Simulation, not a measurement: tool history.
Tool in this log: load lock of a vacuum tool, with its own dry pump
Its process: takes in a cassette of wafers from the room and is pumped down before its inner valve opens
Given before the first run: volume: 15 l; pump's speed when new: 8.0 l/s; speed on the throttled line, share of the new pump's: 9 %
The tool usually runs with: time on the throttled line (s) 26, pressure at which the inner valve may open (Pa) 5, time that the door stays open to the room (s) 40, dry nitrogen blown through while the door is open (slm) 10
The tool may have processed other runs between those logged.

run,hour,time on the throttled line (s),pressure at which the inner valve may open (Pa),time that the door stays open to the room (s),dry nitrogen blown through while the door is open (slm),"incoming humidity of the room's air, %",time from the closed door until the inner valve may open (s),rise of the pressure with all valves shut (Pa/min)
1,0.0,26,5,40,10,46.9,43.2,0.123
2,206.2,26,5,40,10,42.8,43.6,0.122
3,378.0,26,5,40,10,45.2,43.1,0.132
4,492.8,26,5,40,10,44.2,43.4,0.128
5,652.8,26,5,40,13,44.9,43.3,0.132
6,864.6,26,5,40,13,47.5,43.0,0.135
7,1074.5,26,6,40,10,48.7,42.6,0.146
8,1260.7,24,5,66,34,45.6,41.6,0.137
9,1371.5,14,5,40,6,43.1,32.5,0.147
10,1472.6,17,5,59,10,44.6,35.2,0.155
11,1620.4,29,5,118,10,42.7,46.0,0.167

Forecast each of these 5 alternatives for the next run:
A,1819.0,29,5,36,10,42.8,?,?
B,1819.0,20,5,31,17,42.8,?,?
C,1819.0,25,5,30,15,43.0,?,?
D,1819.0,26,5,47,10,45.2,?,?
E,1819.0,35,5,74,10,49.7,?,?

run,time from the closed door until the inner valve may open (s),rise of the pressure with all valves shut (Pa/min)
A,46.0,0.146
B,38.2,0.137
C,42.7,0.132
D,43.5,0.153
E,51.5,0.164
With the hidden condition removed and each run's random variation left untouched, the same runs would have given:
run,time from the closed door until the inner valve may open (s),rise of the pressure with all valves shut (Pa/min)
A,45.1,0.044
B,37.2,0.036
C,41.8,0.033
D,42.5,0.052
E,50.7,0.065

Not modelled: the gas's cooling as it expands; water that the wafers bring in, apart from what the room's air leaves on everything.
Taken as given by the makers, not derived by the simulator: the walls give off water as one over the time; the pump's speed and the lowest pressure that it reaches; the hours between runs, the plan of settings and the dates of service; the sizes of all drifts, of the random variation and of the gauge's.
